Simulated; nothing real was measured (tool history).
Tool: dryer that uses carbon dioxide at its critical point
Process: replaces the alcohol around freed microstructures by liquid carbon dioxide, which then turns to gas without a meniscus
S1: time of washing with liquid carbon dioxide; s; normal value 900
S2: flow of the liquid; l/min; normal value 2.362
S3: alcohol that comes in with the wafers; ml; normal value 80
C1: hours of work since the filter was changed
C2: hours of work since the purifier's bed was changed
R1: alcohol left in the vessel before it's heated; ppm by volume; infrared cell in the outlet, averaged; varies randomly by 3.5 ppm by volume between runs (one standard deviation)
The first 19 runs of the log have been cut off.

| run | hour | S1 | S2 | S3 | C1 | C2 | R1 |
|---|---|---|---|---|---|---|---|
| 20 | 806.4 | 900 | 1.69 | 80 | 93 | 1019 | 121 |
| 21 | 835.6 | 900 | 1.69 | 80 | 102 | 1028 | 121 |
| 22 | 864.5 | 900 | 1.69 | 80 | 111 | 1037 | 125 |
| 23 | 896.8 | 900 | 1.69 | 80 | 121 | 1047 | 117 |
| 24 | 945.8 | 660 | 2.91 | 67 | 137 | 1063 | 43 |
| 25 | 1002.3 | 900 | 1.44 | 87 | 154 | 1080 | 287 |
| 26 | 1032.9 | 600 | 2.362 | 61 | 164 | 1090 | 133 |
| 27 | 1083.1 | 660 | 2.362 | 48 | 180 | 1106 | 78 |
| 28 | 1127.8 | 660 | 2.362 | 48 | 194 | 1120 | 90 |
| 29 | 1166.4 | 900 | 2.24 | 80 | 206 | 1132 | 48 |
| 30 | 1202.1 | 900 | 2.24 | 80 | 217 | 1143 | 51 |
| 31 | 1257.2 | 1020 | 1.96 | 51 | 234 | 1160 | 46 |
| 32 | 1295.6 | 720 | 1.9 | 80 | 246 | 1172 | 230 |
| 33 | 1325.2 | 900 | 2.05 | 80 | 256 | 1182 | 78 |
| 34 | 1384.5 | 540 | 3.93 | 37 | 274 | 1200 | 35 |
| 35 | 1447.1 | 540 | 3.93 | 82 | 294 | 1220 | 51 |
| 36 | 1506.4 | 540 | 3.93 | 101 | 312 | 1238 | 49 |
| 37 | 1539.9 | 840 | 1.59 | 25 | 323 | 1249 | 112 |
| 38 | 1573.8 | 900 | 1.73 | 25 | 334 | 1260 | 73 |
| 39 | 1603 | 720 | 1.98 | 28 | 343 | 1269 | 103 |
| 40 | 1654.2 | 1260 | 3.41 | 42 | 359 | 1285 | 31 |

What will run 41 give?
| 41 | 1701.2 | 900 | 3.22 | 88 | 374 | 1300 | ? |

{"run 41": {"R1": 36}}
Were there no unlogged condition in the tool, this run, its random variation unchanged, would have produced R1 5 ppm by volume.

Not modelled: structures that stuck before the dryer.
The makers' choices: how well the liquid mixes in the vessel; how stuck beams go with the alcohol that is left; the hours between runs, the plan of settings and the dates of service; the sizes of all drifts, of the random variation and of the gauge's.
